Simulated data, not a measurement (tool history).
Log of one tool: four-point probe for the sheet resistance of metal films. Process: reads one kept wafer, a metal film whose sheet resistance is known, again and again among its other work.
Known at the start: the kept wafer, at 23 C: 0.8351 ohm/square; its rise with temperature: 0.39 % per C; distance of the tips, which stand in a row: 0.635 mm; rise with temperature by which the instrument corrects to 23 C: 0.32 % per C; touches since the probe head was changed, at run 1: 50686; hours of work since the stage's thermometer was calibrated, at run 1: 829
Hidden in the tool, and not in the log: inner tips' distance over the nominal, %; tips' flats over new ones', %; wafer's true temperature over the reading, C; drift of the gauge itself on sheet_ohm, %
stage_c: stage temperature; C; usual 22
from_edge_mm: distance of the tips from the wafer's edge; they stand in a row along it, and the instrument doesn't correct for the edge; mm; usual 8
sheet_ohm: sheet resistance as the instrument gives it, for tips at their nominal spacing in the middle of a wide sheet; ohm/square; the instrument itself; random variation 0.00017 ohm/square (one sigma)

| run | hour | stage_c | from_edge_mm | touches since the probe head was changed | hours of work since the stage's thermometer was calibrated | sheet_ohm |
|---|---|---|---|---|---|---|
| 1 | 0 | 22 | 8 | 50686 | 829 | 0.843297 |
| 2 | 44.8 | 22 | 8 | 52580 | 860 | 0.843946 |
| 3 | 112.2 | 22 | 8 | 55428 | 905 | 0.844507 |
| 4 | 154.8 | 22 | 8 | 57227 | 934 | 0.844316 |
| 5 | 223.8 | 22 | 8 | 60145 | 981 | 0.845118 |
| 6 | 273.2 | 22 | 8 | 62233 | 1014 | 0.845798 |
|  | 277.6 | stage's thermometer calibrated |
|  | 339.9 | new probe head fitted |
| 7 | 342.9 | 30 | 27 | 126 | 44 | 0.843363 |
| 8 | 408.5 | 24 | 39 | 2897 | 88 | 0.840635 |
| 9 | 447.5 | 22 | 10 | 4548 | 114 | 0.841738 |
| 10 | 478.2 | 34 | 4 | 5846 | 135 | 0.857709 |
|  | 485 | stage's thermometer calibrated, once more |
| 11 | 517 | 21 | 7 | 7462 | 22 | 0.843838 |

Hidden state at the last listed run before each entry between runs and at the first one after, where it differs:
Between runs 6 and 7: stage's thermometer calibrated (hour 277.6); new probe head fitted (hour 339.9)
  inner tips' distance over the nominal, %: 0.953 -> 0.549; tips' flats over new ones', %: 45 -> 0; wafer's true temperature over the reading, C: -0.12 -> -0.18
  measured less the result without the state, sheet_ohm: +0.008256 -> +0.004415 ohm/square
Between runs 10 and 11: stage's thermometer calibrated, once more (hour 485)
  inner tips' distance over the nominal, %: 0.672 -> 0.712; tips' flats over new ones', %: 5 -> 6; wafer's true temperature over the reading, C: -0.19 -> -0.02
  measured less the result without the state, sheet_ohm: +0.005593 -> +0.006395 ohm/square

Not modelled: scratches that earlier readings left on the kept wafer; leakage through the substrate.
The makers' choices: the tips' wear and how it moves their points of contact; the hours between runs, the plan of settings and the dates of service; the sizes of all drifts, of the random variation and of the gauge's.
